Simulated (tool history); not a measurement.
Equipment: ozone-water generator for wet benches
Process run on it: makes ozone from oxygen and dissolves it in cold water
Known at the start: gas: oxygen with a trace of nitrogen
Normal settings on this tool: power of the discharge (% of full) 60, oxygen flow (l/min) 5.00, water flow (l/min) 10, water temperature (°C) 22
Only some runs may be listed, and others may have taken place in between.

run,day,power of the discharge (% of full),oxygen flow (l/min),water flow (l/min),water temperature (°C),dissolved ozone (ppm),ozone in the gas ahead of the water (g/m3)
1,0.000,60,5.00,10,22,27.2,206.4
2,3.075,60,5.00,10,24,26.0,203.7
3,6.250,60,5.00,10,24,25.5,204.2
4,8.567,60,5.00,10,24,26.0,206.1
5,12.679,60,5.00,10,22,26.8,205.8
6,16.550,60,5.00,10,22,26.6,204.5
7,19.579,60,5.00,10,22,26.5,204.4
8,22.196,60,5.00,10,22,26.6,204.4
9,25.158,60,5.00,10,22,26.3,202.6
10,29.762,60,5.00,10,22,26.7,203.2
11,34.329,60,5.00,12,22,23.1,200.4
12,37.292,60,5.00,12,22,23.3,200.1
13,40.154,48,5.17,12,16,22.1,171.5
14,43.208,67,5.00,10,27,25.4,216.3
15,45.779,67,5.00,10,27,25.3,214.4
16,48.379,77,5.00,8,28,30.4,233.5
17,50.908,77,5.00,8,28,31.0,236.0
18,54.150,45,4.88,7,25,25.6,169.5
19,56.529,45,4.88,7,25,25.7,168.9
20,58.454,60,5.00,7,26,29.4,198.2
21,61.504,58,7.63,10,22,22.9,152.2
22,64.350,54,2.96,10,22,26.3,254.9
23,67.483,54,2.96,10,22,26.5,255.5

Here are 3 independent what-if runs from the current tool condition. What would each one return?
A,70.042,41,4.22,10,22,?,?
B,70.042,89,5.00,10,16,?,?
C,70.042,54,2.67,10,22,?,?

run,dissolved ozone (ppm),ozone in the gas ahead of the water (g/m3)
A,21.3,174.1
B,37.0,251.7
C,26.8,270.3
Without the tool's hidden state the same runs would have given:
run,dissolved ozone (ppm),ozone in the gas ahead of the water (g/m3)
A,24.3,186.9
B,44.6,285.3
C,31.2,295.8
